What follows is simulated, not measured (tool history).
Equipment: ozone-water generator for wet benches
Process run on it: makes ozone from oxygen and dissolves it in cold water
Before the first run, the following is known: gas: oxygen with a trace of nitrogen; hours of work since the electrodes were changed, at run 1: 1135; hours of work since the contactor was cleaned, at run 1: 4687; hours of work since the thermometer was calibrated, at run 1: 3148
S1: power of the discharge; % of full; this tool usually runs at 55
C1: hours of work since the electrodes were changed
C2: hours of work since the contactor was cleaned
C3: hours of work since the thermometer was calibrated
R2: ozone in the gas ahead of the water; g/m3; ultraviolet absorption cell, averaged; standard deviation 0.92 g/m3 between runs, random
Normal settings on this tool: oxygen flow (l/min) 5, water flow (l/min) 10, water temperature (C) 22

run 1 hour=0 | S1=55 oxygen_flow_(l/min)=5 water_flow_(l/min)=10 water_temperature_(C)=22 | C1=1135 C2=4687 C3=3148 | dissolved_ozone_(ppm)=20.8 R2=152.2
run 2 hour=37.1 | S1=55 oxygen_flow_(l/min)=5 water_flow_(l/min)=10 water_temperature_(C)=22 | C1=1161 C2=4713 C3=3174 | dissolved_ozone_(ppm)=20.4 R2=153.1
run 3 hour=83.8 | S1=55 oxygen_flow_(l/min)=5 water_flow_(l/min)=10 water_temperature_(C)=22 | C1=1193 C2=4745 C3=3206 | dissolved_ozone_(ppm)=20.9 R2=153.1
run 4 hour=129.1 | S1=55 oxygen_flow_(l/min)=3.37 water_flow_(l/min)=10 water_temperature_(C)=22 | C1=1224 C2=4777 C3=3237 | dissolved_ozone_(ppm)=23.2 R2=201.8
run 5 hour=178.9 | S1=55 oxygen_flow_(l/min)=3.37 water_flow_(l/min)=10 water_temperature_(C)=22 | C1=1259 C2=4811 C3=3272 | dissolved_ozone_(ppm)=23.4 R2=199.3
run 6 hour=206 | S1=55 oxygen_flow_(l/min)=3.37 water_flow_(l/min)=10 water_temperature_(C)=16 | C1=1277 C2=4830 C3=3291 | dissolved_ozone_(ppm)=25.3 R2=200.5
run 7 hour=252.6 | S1=55 oxygen_flow_(l/min)=3.37 water_flow_(l/min)=10 water_temperature_(C)=16 | C1=1310 C2=4862 C3=3323 | dissolved_ozone_(ppm)=25.4 R2=201.6
run 8 hour=291.7 | S1=55 oxygen_flow_(l/min)=3.37 water_flow_(l/min)=10 water_temperature_(C)=16 | C1=1336 C2=4889 C3=3350 | dissolved_ozone_(ppm)=25.2 R2=199
run 9 hour=350.3 | S1=55 oxygen_flow_(l/min)=3.37 water_flow_(l/min)=10 water_temperature_(C)=16 | C1=1377 C2=4929 C3=3390 | dissolved_ozone_(ppm)=25.4 R2=200.8
run 10 hour=393.3 | S1=55 oxygen_flow_(l/min)=5 water_flow_(l/min)=9 water_temperature_(C)=22 | C1=1407 C2=4959 C3=3420 | dissolved_ozone_(ppm)=22.4 R2=153.4
run 11 hour=434.9 | S1=55 oxygen_flow_(l/min)=8.55 water_flow_(l/min)=10 water_temperature_(C)=22 | C1=1435 C2=4988 C3=3449 | dissolved_ozone_(ppm)=17.3 R2=107.2
run 12 hour=463.3 | S1=55 oxygen_flow_(l/min)=8.55 water_flow_(l/min)=10 water_temperature_(C)=22 | C1=1455 C2=5007 C3=3468 | dissolved_ozone_(ppm)=17.2 R2=106.4
run 13 hour=516.3 | S1=55 oxygen_flow_(l/min)=5 water_flow_(l/min)=10 water_temperature_(C)=22 | C1=1492 C2=5044 C3=3505 | dissolved_ozone_(ppm)=21.1 R2=152.4
run 14 hour=558.6 | S1=55 oxygen_flow_(l/min)=5 water_flow_(l/min)=10 water_temperature_(C)=25 | C1=1521 C2=5073 C3=3534 | dissolved_ozone_(ppm)=19.7 R2=153
run 15 hour=616.7 | S1=55 oxygen_flow_(l/min)=2.71 water_flow_(l/min)=10 water_temperature_(C)=22 | C1=1561 C2=5113 C3=3574 | dissolved_ozone_(ppm)=24.2 R2=230.7
run 16 hour=663.8 | S1=55 oxygen_flow_(l/min)=2.71 water_flow_(l/min)=10 water_temperature_(C)=22 | C1=1594 C2=5146 C3=3607 | dissolved_ozone_(ppm)=24.1 R2=227.9
run 17 hour=705.3 | S1=72 oxygen_flow_(l/min)=5 water_flow_(l/min)=10 water_temperature_(C)=22 | C1=1622 C2=5175 C3=3635 | dissolved_ozone_(ppm)=26 R2=189.3
run 18 hour=744.4 | S1=72 oxygen_flow_(l/min)=5 water_flow_(l/min)=10 water_temperature_(C)=22 | C1=1649 C2=5202 C3=3662 | dissolved_ozone_(ppm)=25.8 R2=188.5
run 19 hour=802.4 | S1=42 oxygen_flow_(l/min)=2.67 water_flow_(l/min)=10 water_temperature_(C)=28 | C1=1689 C2=5242 C3=3703 | dissolved_ozone_(ppm)=17.5 R2=187.5
run 20 hour=838.3 | S1=42 oxygen_flow_(l/min)=2.67 water_flow_(l/min)=10 water_temperature_(C)=28 | C1=1714 C2=5267 C3=3727 | dissolved_ozone_(ppm)=17.8 R2=184.3
run 21 hour=895.1 | S1=55 oxygen_flow_(l/min)=4.31 water_flow_(l/min)=7 water_temperature_(C)=27 | C1=1753 C2=5306 C3=3767 | dissolved_ozone_(ppm)=24.5 R2=167.7
run 22 hour=926.4 | S1=79 oxygen_flow_(l/min)=4.3 water_flow_(l/min)=7 water_temperature_(C)=21 | C1=1775 C2=5327 C3=3788 | dissolved_ozone_(ppm)=37.2 R2=223.8
run 23 hour=974.5 | S1=79 oxygen_flow_(l/min)=7.31 water_flow_(l/min)=7 water_temperature_(C)=21 | C1=1808 C2=5361 C3=3821 | dissolved_ozone_(ppm)=30.1 R2=157.8
run 24 hour=1022.3 | S1=58 oxygen_flow_(l/min)=5 water_flow_(l/min)=10 water_temperature_(C)=23 | C1=1841 C2=5394 C3=3854 | dissolved_ozone_(ppm)=21.3 R2=158.4
run 25 hour=1064.2 | S1=58 oxygen_flow_(l/min)=2.83 water_flow_(l/min)=10 water_temperature_(C)=29 | C1=1870 C2=5423 C3=3883 | dissolved_ozone_(ppm)=22.2 R2=233.4
run 26 hour=1112.1 | S1=58 oxygen_flow_(l/min)=6.97 water_flow_(l/min)=14 water_temperature_(C)=29 | C1=1903 C2=5456 C3=3916 | dissolved_ozone_(ppm)=13.1 R2=127.8
run 27 hour=1139 | S1=58 oxygen_flow_(l/min)=6.97 water_flow_(l/min)=14 water_temperature_(C)=29 | C1=1922 C2=5474 C3=3935 | dissolved_ozone_(ppm)=13.7 R2=126
run 28 hour=1197.6 | S1=58 oxygen_flow_(l/min)=5.2 water_flow_(l/min)=15 water_temperature_(C)=29 | C1=1962 C2=5515 C3=3976 | dissolved_ozone_(ppm)=14 R2=153.6
-- hour=1203.1 water thermometer calibrated
run 29 hour=1241 | S1=55 oxygen_flow_(l/min)=5 water_flow_(l/min)=10 water_temperature_(C)=16 | C1=1992 C2=5544 C3=26 | dissolved_ozone_(ppm)=23.5 R2=151.2
run 30 hour=1269.5 | S1=92 oxygen_flow_(l/min)=5 water_flow_(l/min)=10 water_temperature_(C)=18 | C1=2012 C2=5564 C3=46 | dissolved_ozone_(ppm)=33.9 R2=228.3
run 31 hour=1294.3 | S1=47 oxygen_flow_(l/min)=8.37 water_flow_(l/min)=6 water_temperature_(C)=22 | C1=2029 C2=5581 C3=63 | dissolved_ozone_(ppm)=19.2 R2=94.5
run 32 hour=1350.1 | S1=47 oxygen_flow_(l/min)=8.37 water_flow_(l/min)=10 water_temperature_(C)=30 | C1=2067 C2=5620 C3=102 | dissolved_ozone_(ppm)=12.5 R2=95

For some of the steps in R2 from one run to the next: how much would appear even if the tool had no hidden state, given the settings, what came in and random variation, and how much remains for the hidden state plus any gauge scatter that the measured result and the result without hidden state don't share?
Hidden conditions of the tool in this case: yield of the discharge, % of new electrodes'; contactor's efficiency, % of a clean one's; true water temperature over the reading, C; drift of the gauge itself on ozone_ppm, %; drift of the gauge itself on gas_g_m3, %.
Run 14 -> 15: oxygen flow (l/min) 5 -> 2.71, water temperature (C) 25 -> 22. R2 +77.7 g/m3: hidden state -1, all else +78.7.
Run 25 -> 26: oxygen flow (l/min) 2.83 -> 6.97, water flow (l/min) 10 -> 14. R2 -105.6 g/m3: hidden state +2, all else -107.6.
Run 29 -> 30: S1 55 -> 92, water temperature (C) 16 -> 18. R2 +77.1 g/m3: hidden state -2.1, all else +79.2.
Run 30 -> 31: S1 92 -> 47, oxygen flow (l/min) 5 -> 8.37, water flow (l/min) 10 -> 6, water temperature (C) 18 -> 22. R2 -133.8 g/m3: hidden state +3.4, all else -137.2.
